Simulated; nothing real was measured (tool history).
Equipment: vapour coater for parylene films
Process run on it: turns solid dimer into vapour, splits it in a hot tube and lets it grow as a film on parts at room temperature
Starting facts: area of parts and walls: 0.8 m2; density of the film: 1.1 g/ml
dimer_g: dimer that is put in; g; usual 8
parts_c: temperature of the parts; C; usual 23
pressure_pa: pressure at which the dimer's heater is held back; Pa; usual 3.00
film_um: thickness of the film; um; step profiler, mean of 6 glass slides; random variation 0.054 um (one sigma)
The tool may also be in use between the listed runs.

run,day,dimer_g,parts_c,pressure_pa,film_um
1,0.000,8,23,3.00,6.17
2,1.879,8,23,3.00,6.25
3,4.158,8,18,3.00,7.67
4,6.388,8,18,3.00,7.68
5,8.821,8,18,3.00,7.68
6,11.467,8,18,3.00,7.66
7,13.829,8,18,3.00,7.63
8,16.050,8,18,3.00,7.67
9,18.233,8,18,3.00,7.72
10,20.533,8,23,3.69,5.96
11,22.554,8,23,3.69,6.04
12,24.779,9,23,3.00,7.05
# day 26.408: trap's valve overhauled
13,26.408,9,23,3.00,7.03
14,28.417,9,23,3.00,7.05
15,30.688,8,23,3.00,6.29
16,32.517,6,23,3.00,4.65
17,35.250,8,23,3.00,6.23
18,37.308,8,23,3.00,6.27
19,39.179,7,23,3.00,5.41
20,41.058,8,23,2.65,6.35
21,43.525,8,23,2.65,6.39
22,44.912,4,21,7.98,2.81
23,47.354,4,21,7.98,2.83
# day 48.796: table's thermometer calibrated
24,48.858,4,26,2.09,2.95
25,50.683,4,26,2.09,2.92
26,51.846,8,29,6.77,4.24
27,53.175,4,29,6.77,2.08
28,55.988,4,22,11.80,2.58
29,57.188,4,22,11.80,2.59
30,58.796,6,22,6.36,4.25
31,61.258,3,24,3.00,2.26
32,62.733,7,16,3.00,7.34
# day 64.075: trap's valve overhauled
33,64.779,6,34,8.30,2.47
34,66.142,5,20,4.70,4.09
35,68.642,8,27,3.00,5.19
36,70.500,10,27,3.00,6.63
37,71.862,8,23,4.82,5.65
38,73.279,6,23,4.82,4.32

Here are 4 independent what-if runs from the current tool condition. What would each one return?
A,74.725,8,16,3.00,?
B,74.725,6,31,4.82,?
C,74.725,12,22,5.12,?
D,74.725,3,23,4.82,?

run,film_um
A,8.28
B,3.07
C,8.86
D,2.17
The same runs, with their run-to-run variation unchanged, on a tool lacking any hidden condition would have given:
run,film_um
A,8.29
B,3.07
C,8.87
D,2.18
